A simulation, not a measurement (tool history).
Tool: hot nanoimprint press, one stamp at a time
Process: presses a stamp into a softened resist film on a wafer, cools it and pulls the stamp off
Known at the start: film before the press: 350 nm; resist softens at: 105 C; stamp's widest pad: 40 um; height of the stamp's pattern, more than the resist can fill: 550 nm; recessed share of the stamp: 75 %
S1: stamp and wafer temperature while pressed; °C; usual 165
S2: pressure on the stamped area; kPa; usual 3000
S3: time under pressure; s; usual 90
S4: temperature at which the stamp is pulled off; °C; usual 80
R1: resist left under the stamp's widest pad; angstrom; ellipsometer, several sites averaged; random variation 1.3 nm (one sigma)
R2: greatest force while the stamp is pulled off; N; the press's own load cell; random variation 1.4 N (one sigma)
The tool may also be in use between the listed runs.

{"run": 1, "hour": 0.0, "S1": 165, "S2": 3000, "S3": 90, "S4": 80, "R1": 2059, "R2": 125}
{"run": 2, "hour": 10.9, "S1": 165, "S2": 3000, "S3": 90, "S4": 80, "R1": 2055, "R2": 125}
{"run": 3, "hour": 18.8, "S1": 165, "S2": 3000, "S3": 90, "S4": 80, "R1": 2053, "R2": 125}
{"run": 4, "hour": 31.7, "S1": 165, "S2": 3000, "S3": 90, "S4": 80, "R1": 2053, "R2": 127}
{"run": 5, "hour": 42.3, "S1": 165, "S2": 3000, "S3": 90, "S4": 80, "R1": 2054, "R2": 128}
{"hour": 50.9, "done": "stamp cleaned and given a new release coat"}
{"hour": 63.9, "done": "plate thermocouple calibrated"}
{"run": 6, "hour": 64.1, "S1": 165, "S2": 3000, "S3": 90, "S4": 80, "R1": 1994, "R2": 114}
{"run": 7, "hour": 71.5, "S1": 165, "S2": 3000, "S3": 90, "S4": 80, "R1": 2001, "R2": 115}
{"run": 8, "hour": 85.4, "S1": 165, "S2": 3000, "S3": 90, "S4": 80, "R1": 2009, "R2": 118}
{"run": 9, "hour": 93.5, "S1": 165, "S2": 3000, "S3": 90, "S4": 80, "R1": 1963, "R2": 118}
{"run": 10, "hour": 105.8, "S1": 176, "S2": 3000, "S3": 90, "S4": 80, "R1": 1229, "R2": 118}
{"run": 11, "hour": 122.1, "S1": 176, "S2": 3000, "S3": 90, "S4": 80, "R1": 1242, "R2": 117}
{"run": 12, "hour": 136.5, "S1": 176, "S2": 4650, "S3": 90, "S4": 80, "R1": 1005, "R2": 120}
{"run": 13, "hour": 152.3, "S1": 165, "S2": 3000, "S3": 90, "S4": 80, "R1": 2028, "R2": 121}
{"run": 14, "hour": 166.9, "S1": 165, "S2": 3000, "S3": 90, "S4": 80, "R1": 2008, "R2": 120}
{"run": 15, "hour": 179.9, "S1": 165, "S2": 3000, "S3": 90, "S4": 80, "R1": 2002, "R2": 120}
{"run": 16, "hour": 191.2, "S1": 165, "S2": 1940, "S3": 90, "S4": 82, "R1": 2311, "R2": 120}
{"run": 17, "hour": 207.0, "S1": 165, "S2": 1940, "S3": 90, "S4": 82, "R1": 2314, "R2": 121}
{"run": 18, "hour": 218.5, "S1": 163, "S2": 4520, "S3": 97, "S4": 85, "R1": 1880, "R2": 116}
{"run": 19, "hour": 233.9, "S1": 163, "S2": 4520, "S3": 97, "S4": 85, "R1": 1890, "R2": 118}
{"run": 20, "hour": 247.9, "S1": 173, "S2": 2010, "S3": 56, "S4": 77, "R1": 1992, "R2": 131}
{"run": 21, "hour": 261.0, "S1": 173, "S2": 2010, "S3": 56, "S4": 77, "R1": 2006, "R2": 130}
{"hour": 269.4, "done": "stamp cleaned and given a new release coat"}
{"run": 22, "hour": 277.7, "S1": 168, "S2": 2010, "S3": 56, "S4": 77, "R1": 2373, "R2": 118}
{"run": 23, "hour": 288.9, "S1": 165, "S2": 3410, "S3": 86, "S4": 80, "R1": 2002, "R2": 117}
{"run": 24, "hour": 304.8, "S1": 157, "S2": 3250, "S3": 92, "S4": 77, "R1": 2647, "R2": 120}
{"run": 25, "hour": 318.5, "S1": 165, "S2": 3000, "S3": 53, "S4": 66, "R1": 2399, "R2": 134}

Run 26 comes next. What will it give?
{"run": 26, "hour": 333.3, "S1": 174, "S2": 3000, "S3": 90, "S4": 85, "R1": "?", "R2": "?"}

Run 26 gave R1 1393 angstrom, R2 114 N.
Without the tool's hidden state the same run would have given R1 1303 angstrom, R2 109 N.
